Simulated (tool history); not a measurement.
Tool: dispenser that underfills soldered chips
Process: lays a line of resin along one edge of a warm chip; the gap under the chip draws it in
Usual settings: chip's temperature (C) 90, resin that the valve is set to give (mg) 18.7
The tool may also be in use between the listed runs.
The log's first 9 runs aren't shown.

| run | day | chip's temperature (C) | resin that the valve is set to give (mg) | hours of work since the syringe was changed | hours of work since the valve was cleaned | hours of work since the stage was calibrated | time until the resin shows at the far edge (s) | resin that the valve gave (mg) |
|---|---|---|---|---|---|---|---|---|
|  | 2.675 | new syringe of resin |
| 10 | 2.921 | 90 | 18.7 | 4 | 59 | 210 | 125.1 | 17.78 |
| 11 | 3.154 | 90 | 18.7 | 8 | 63 | 214 | 150.7 | 17.55 |
|  | 3.350 | new syringe of resin |
| 12 | 3.596 | 90 | 18.7 | 4 | 71 | 222 | 127.8 | 17.57 |
| 13 | 3.888 | 90 | 18.7 | 9 | 76 | 227 | 156.8 | 17.45 |
|  | 4.038 | new syringe of resin |
| 14 | 4.192 | 90 | 18.7 | 3 | 81 | 232 | 122.0 | 17.43 |
| 15 | 4.488 | 90 | 18.7 | 8 | 85 | 236 | 147.3 | 17.22 |
| 16 | 4.658 | 90 | 18.7 | 11 | 88 | 239 | 170.2 | 17.19 |
|  | 4.708 | new syringe of resin |
| 17 | 5.100 | 90 | 18.7 | 7 | 96 | 247 | 142.0 | 17.16 |
|  | 5.392 | new syringe of resin |
| 18 | 5.404 | 90 | 18.7 | 0 | 101 | 252 | 112.2 | 17.00 |
| 19 | 5.767 | 83 | 17.5 | 6 | 107 | 258 | 198.6 | 15.92 |
|  | 6.058 | new syringe of resin |
| 20 | 6.058 | 104 | 21.6 | 0 | 111 | 262 | 60.8 | 19.33 |
| 21 | 6.346 | 91 | 18.2 | 5 | 116 | 267 | 129.3 | 16.31 |
| 22 | 6.546 | 97 | 18.1 | 8 | 120 | 271 | 114.8 | 16.15 |

Forecast run 23:
|  | 6.742 | new syringe of resin |
| 23 | 6.817 | 84 | 20.1 | 1 | 124 | 275 | ? | ? |

time until the resin shows at the far edge (s): 152.3
resin that the valve gave (mg): 17.94
Without the tool's hidden state the same run would have given time until the resin shows at the far edge (s) 129.4, resin that the valve gave (mg) 20.20.
